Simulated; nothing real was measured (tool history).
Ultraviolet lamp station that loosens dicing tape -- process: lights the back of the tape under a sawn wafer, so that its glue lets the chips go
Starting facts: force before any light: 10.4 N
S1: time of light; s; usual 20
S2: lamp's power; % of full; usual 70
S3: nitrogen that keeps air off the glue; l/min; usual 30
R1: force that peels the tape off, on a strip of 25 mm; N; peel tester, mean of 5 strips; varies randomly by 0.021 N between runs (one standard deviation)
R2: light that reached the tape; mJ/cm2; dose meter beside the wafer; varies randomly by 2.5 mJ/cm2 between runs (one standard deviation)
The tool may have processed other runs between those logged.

run	hour	S1	S2	S3	R1	R2
1	0.0	20	70	30	1.312	271
2	10.7	20	70	30	1.326	275
3	18.4	20	70	30	1.288	274
4	37.0	20	70	30	1.341	273
5	55.4	20	70	30	1.340	276
6	69.4	20	70	30	1.334	271
7	84.0	20	70	20	1.810	273
8	92.7	20	70	20	1.739	269
9	111.4	20	70	30	1.350	272
10	120.6	20	70	30	1.398	263
11	136.6	20	70	30	1.337	268
12	148.0	20	70	30	1.348	263
13	157.4	20	70	30	1.399	265
14	170.3	20	86	30	0.948	325
15	188.0	20	86	30	0.953	330
16	202.6	20	86	30	0.927	329
17	217.0	20	86	30	0.915	322
18	226.1	20	86	30	0.989	324
19	239.5	20	86	30	0.959	318
20	250.1	20	86	30	0.946	318
21	263.4	20	86	30	0.980	317
22	278.7	20	86	30	0.978	317
23	294.7	23	74	12	2.015	311
24	302.5	15	70	30	2.288	193
25	314.3	15	70	30	2.339	190
26	324.8	15	70	30	2.300	191
27	334.3	15	70	30	2.416	189
28	349.4	12	74	10	4.827	165
29	363.9	11	74	10	4.898	146
30	373.5	11	74	10	5.015	146
31	388.7	11	74	10	5.068	147
32	406.9	38	94	19	0.375	636
33	418.9	38	94	19	0.377	631
34	436.9	35	65	60	0.400	400
35	448.0	35	79	44	0.351	484
36	458.7	23	83	44	0.673	336
37	471.3	16	79	51	1.366	222
38	489.5	16	79	51	1.417	218
39	505.5	16	79	51	1.376	222
40	516.2	16	79	51	1.358	220
41	530.1	16	79	51	1.397	218
42	539.5	15	85	51	1.405	221
43	551.3	15	85	51	1.377	218

Results for each run, recomputed without the tool's hidden state and with each run's random variation untouched:
What the log doesn't record here: lamp's light, % of a new lamp's; light that the window lets through, % of a clean one's; drift of the gauge itself on peel_n, %; drift of the gauge itself on dose_mj_cm2, %.
run	R1	R2
1	1.039	307
2	1.043	312
3	1.012	311
4	1.042	311
5	1.034	316
6	1.024	312
7	1.416	315
8	1.355	311
9	1.014	316
10	1.050	307
11	0.993	313
12	0.998	309
13	1.031	312
14	0.678	383
15	0.676	390
16	0.652	390
17	0.640	384
18	0.690	387
19	0.660	381
20	0.651	383
21	0.670	383
22	0.666	384
23	1.454	379
24	1.685	235
25	1.713	233
26	1.680	235
27	1.759	232
28	4.017	203
29	4.126	181
30	4.216	181
31	4.248	183
32	0.285	798
33	0.285	794
34	0.299	506
35	0.279	614
36	0.428	427
37	0.859	283
38	0.875	280
39	0.847	285
40	0.829	283
41	0.849	283
42	0.847	286
43	0.823	285
